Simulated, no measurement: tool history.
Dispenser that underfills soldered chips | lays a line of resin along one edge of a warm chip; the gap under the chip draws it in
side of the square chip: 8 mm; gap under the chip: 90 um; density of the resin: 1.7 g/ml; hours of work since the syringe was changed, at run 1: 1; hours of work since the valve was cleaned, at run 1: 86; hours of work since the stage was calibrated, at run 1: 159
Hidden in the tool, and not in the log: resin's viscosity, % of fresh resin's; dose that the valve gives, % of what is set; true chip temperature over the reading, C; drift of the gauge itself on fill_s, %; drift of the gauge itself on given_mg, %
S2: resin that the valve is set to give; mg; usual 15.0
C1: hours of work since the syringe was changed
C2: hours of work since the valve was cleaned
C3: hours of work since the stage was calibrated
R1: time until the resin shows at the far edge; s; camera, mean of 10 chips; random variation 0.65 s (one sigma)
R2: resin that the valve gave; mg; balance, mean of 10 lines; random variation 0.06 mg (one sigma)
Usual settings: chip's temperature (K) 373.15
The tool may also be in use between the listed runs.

run 1 hour=0.0 | chip's_temperature_(K)=373.15 S2=15.0 | C1=1 C2=86 C3=159 | R1=60.0 R2=14.03
run 2 hour=4.8 | chip's_temperature_(K)=373.15 S2=15.0 | C1=5 C2=89 C3=163 | R1=68.1 R2=14.00
-- hour=8.5 dispensing valve cleaned and set on the balance
run 3 hour=9.0 | chip's_temperature_(K)=373.15 S2=15.0 | C1=7 C2=0 C3=165 | R1=71.9 R2=15.03
run 4 hour=13.9 | chip's_temperature_(K)=373.15 S2=15.0 | C1=11 C2=4 C3=169 | R1=83.9 R2=15.08
-- hour=14.5 new syringe of resin
run 5 hour=17.0 | chip's_temperature_(K)=373.15 S2=15.0 | C1=2 C2=6 C3=171 | R1=58.8 R2=14.96
run 6 hour=21.0 | chip's_temperature_(K)=373.15 S2=15.0 | C1=5 C2=9 C3=174 | R1=66.0 R2=14.90
run 7 hour=25.7 | chip's_temperature_(K)=373.15 S2=15.0 | C1=8 C2=13 C3=178 | R1=74.4 R2=14.77
-- hour=29.8 new syringe of resin
run 8 hour=30.0 | chip's_temperature_(K)=373.15 S2=15.0 | C1=0 C2=16 C3=181 | R1=55.6 R2=14.85
run 9 hour=35.0 | chip's_temperature_(K)=365.15 S2=15.0 | C1=4 C2=19 C3=184 | R1=81.8 R2=14.78
run 10 hour=37.5 | chip's_temperature_(K)=379.15 S2=15.0 | C1=6 C2=21 C3=186 | R1=58.3 R2=14.64
run 11 hour=40.9 | chip's_temperature_(K)=379.15 S2=15.0 | C1=8 C2=24 C3=189 | R1=63.8 R2=14.66
-- hour=44.7 new syringe of resin
run 12 hour=45.5 | chip's_temperature_(K)=373.15 S2=19.0 | C1=1 C2=27 C3=192 | R1=56.4 R2=18.62
run 13 hour=50.3 | chip's_temperature_(K)=373.15 S2=19.0 | C1=4 C2=31 C3=196 | R1=63.2 R2=18.61
run 14 hour=55.7 | chip's_temperature_(K)=373.15 S2=19.0 | C1=8 C2=35 C3=200 | R1=73.6 R2=18.41
-- hour=59.9 new syringe of resin
run 15 hour=59.9 | chip's_temperature_(K)=373.15 S2=19.0 | C1=0 C2=37 C3=202 | R1=54.5 R2=18.50
run 16 hour=64.4 | chip's_temperature_(K)=373.15 S2=19.0 | C1=3 C2=41 C3=206 | R1=61.6 R2=18.38
run 17 hour=69.9 | chip's_temperature_(K)=374.15 S2=19.0 | C1=7 C2=45 C3=210 | R1=70.4 R2=18.36
-- hour=75.0 new syringe of resin
run 18 hour=75.7 | chip's_temperature_(K)=367.15 S2=18.1 | C1=1 C2=49 C3=214 | R1=64.0 R2=17.49
run 19 hour=78.4 | chip's_temperature_(K)=378.15 S2=18.6 | C1=3 C2=51 C3=216 | R1=50.3 R2=17.90
run 20 hour=83.8 | chip's_temperature_(K)=364.15 S2=14.8 | C1=7 C2=55 C3=220 | R1=89.0 R2=14.25
run 21 hour=89.4 | chip's_temperature_(K)=358.15 S2=12.8 | C1=11 C2=59 C3=224 | R1=129.2 R2=12.10
-- hour=90.1 new syringe of resin
run 22 hour=95.0 | chip's_temperature_(K)=368.15 S2=14.0 | C1=4 C2=63 C3=228 | R1=74.1 R2=13.26
run 23 hour=99.9 | chip's_temperature_(K)=380.15 S2=18.3 | C1=7 C2=67 C3=232 | R1=58.4 R2=17.43
run 24 hour=104.3 | chip's_temperature_(K)=384.15 S2=13.5 | C1=11 C2=70 C3=235 | R1=62.5 R2=12.69
-- hour=105.0 new syringe of resin
run 25 hour=108.7 | chip's_temperature_(K)=372.15 S2=16.9 | C1=3 C2=73 C3=238 | R1=62.6 R2=16.01
run 26 hour=111.9 | chip's_temperature_(K)=372.15 S2=16.9 | C1=5 C2=76 C3=241 | R1=69.4 R2=15.80
run 27 hour=114.5 | chip's_temperature_(K)=373.15 S2=14.7 | C1=7 C2=78 C3=243 | R1=73.4 R2=13.80
-- hour=120.0 new syringe of resin
run 28 hour=120.3 | chip's_temperature_(K)=367.15 S2=14.7 | C1=0 C2=82 C3=247 | R1=64.0 R2=13.87
run 29 hour=125.4 | chip's_temperature_(K)=385.15 S2=15.9 | C1=4 C2=85 C3=250 | R1=44.5 R2=14.87
run 30 hour=130.3 | chip's_temperature_(K)=367.15 S2=17.8 | C1=8 C2=89 C3=254 | R1=83.2 R2=16.60
-- hour=134.0 dispensing valve cleaned and set on the balance
run 31 hour=134.0 | chip's_temperature_(K)=367.15 S2=17.8 | C1=10 C2=0 C3=256 | R1=89.7 R2=17.85
-- hour=136.2 new syringe of resin
run 32 hour=137.4 | chip's_temperature_(K)=363.15 S2=14.3 | C1=1 C2=2 C3=258 | R1=74.8 R2=14.35

5 ways to go on from here, each from the tool as it stands after run 32. What would each give?
run A hour=140.7 | chip's_temperature_(K)=379.15 S2=16.2 | C1=3 C2=5 C3=261 | R1=? R2=?
run B hour=140.7 | chip's_temperature_(K)=365.15 S2=19.1 | C1=3 C2=5 C3=261 | R1=? R2=?
run C hour=140.7 | chip's_temperature_(K)=373.15 S2=17.5 | C1=3 C2=5 C3=261 | R1=? R2=?
run D hour=140.7 | chip's_temperature_(K)=380.15 S2=15.6 | C1=3 C2=5 C3=261 | R1=? R2=?
run E hour=140.7 | chip's_temperature_(K)=376.15 S2=16.6 | C1=3 C2=5 C3=261 | R1=? R2=?

run=A R1=51.3 R2=16.25
run=B R1=74.9 R2=19.15
run=C R1=60.6 R2=17.46
run=D R1=50.4 R2=15.55
run=E R1=55.9 R2=16.53
Without the tool's hidden state the same runs would have given:
run=A R1=48.1 R2=16.28
run=B R1=70.5 R2=19.18
run=C R1=57.0 R2=17.49
run=D R1=47.3 R2=15.57
run=E R1=52.5 R2=16.55
